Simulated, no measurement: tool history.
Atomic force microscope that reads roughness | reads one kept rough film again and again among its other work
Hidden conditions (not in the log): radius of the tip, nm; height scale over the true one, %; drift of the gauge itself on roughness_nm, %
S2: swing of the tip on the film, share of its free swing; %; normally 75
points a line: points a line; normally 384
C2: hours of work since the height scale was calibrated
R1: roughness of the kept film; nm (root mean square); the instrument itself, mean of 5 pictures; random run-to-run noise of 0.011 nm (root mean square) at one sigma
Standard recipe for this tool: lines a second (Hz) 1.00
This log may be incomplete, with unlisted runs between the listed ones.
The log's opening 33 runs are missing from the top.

run 34 hour=425.3 | lines_a_second_(Hz)=1.24 S2=67 points_a_line=588 | pictures_with_this_tip=13 C2=309 | R1=2.701
run 35 hour=433.5 | lines_a_second_(Hz)=0.69 S2=67 points_a_line=601 | pictures_with_this_tip=18 C2=312 | R1=2.725
run 36 hour=443.2 | lines_a_second_(Hz)=0.69 S2=83 points_a_line=601 | pictures_with_this_tip=24 C2=316 | R1=2.694
run 37 hour=451.2 | lines_a_second_(Hz)=0.67 S2=81 points_a_line=384 | pictures_with_this_tip=28 C2=319 | R1=2.691
run 38 hour=463.5 | lines_a_second_(Hz)=0.67 S2=81 points_a_line=384 | pictures_with_this_tip=36 C2=324 | R1=2.682
run 39 hour=475.9 | lines_a_second_(Hz)=0.71 S2=89 points_a_line=384 | pictures_with_this_tip=44 C2=329 | R1=2.648
run 40 hour=490.9 | lines_a_second_(Hz)=0.71 S2=59 points_a_line=927 | pictures_with_this_tip=53 C2=335 | R1=2.733
run 41 hour=504.3 | lines_a_second_(Hz)=0.71 S2=59 points_a_line=927 | pictures_with_this_tip=61 C2=340 | R1=2.727
run 42 hour=513.1 | lines_a_second_(Hz)=0.53 S2=75 points_a_line=384 | pictures_with_this_tip=66 C2=344 | R1=2.702
-- hour=526.3 new tip fitted
run 43 hour=529.1 | lines_a_second_(Hz)=0.53 S2=75 points_a_line=384 | pictures_with_this_tip=2 C2=350 | R1=2.712
run 44 hour=537.5 | lines_a_second_(Hz)=2.73 S2=88 points_a_line=988 | pictures_with_this_tip=7 C2=354 | R1=2.457
run 45 hour=550.8 | lines_a_second_(Hz)=2.73 S2=88 points_a_line=988 | pictures_with_this_tip=15 C2=359 | R1=2.452
run 46 hour=564.3 | lines_a_second_(Hz)=2.73 S2=88 points_a_line=988 | pictures_with_this_tip=23 C2=364 | R1=2.470
run 47 hour=575.8 | lines_a_second_(Hz)=2.73 S2=88 points_a_line=988 | pictures_with_this_tip=30 C2=369 | R1=2.436
run 48 hour=589.3 | lines_a_second_(Hz)=2.73 S2=88 points_a_line=988 | pictures_with_this_tip=39 C2=374 | R1=2.478
run 49 hour=600.7 | lines_a_second_(Hz)=2.73 S2=88 points_a_line=988 | pictures_with_this_tip=46 C2=379 | R1=2.448

Consider 3 possible next runs. They are alternatives, not a sequence: every one starts from the tool as it was left by run 49. What does each give?
run A hour=617.7 | lines_a_second_(Hz)=1.00 S2=75 points_a_line=943 | pictures_with_this_tip=56 C2=386 | R1=?
run B hour=617.7 | lines_a_second_(Hz)=1.00 S2=63 points_a_line=384 | pictures_with_this_tip=56 C2=386 | R1=?
run C hour=617.7 | lines_a_second_(Hz)=3.23 S2=65 points_a_line=774 | pictures_with_this_tip=56 C2=386 | R1=?

run=A R1=2.684
run=B R1=2.722
run=C R1=2.650
Take away the tool's hidden state, keep each run's random variation, and the runs would have read:
run=A R1=2.687
run=B R1=2.726
run=C R1=2.653

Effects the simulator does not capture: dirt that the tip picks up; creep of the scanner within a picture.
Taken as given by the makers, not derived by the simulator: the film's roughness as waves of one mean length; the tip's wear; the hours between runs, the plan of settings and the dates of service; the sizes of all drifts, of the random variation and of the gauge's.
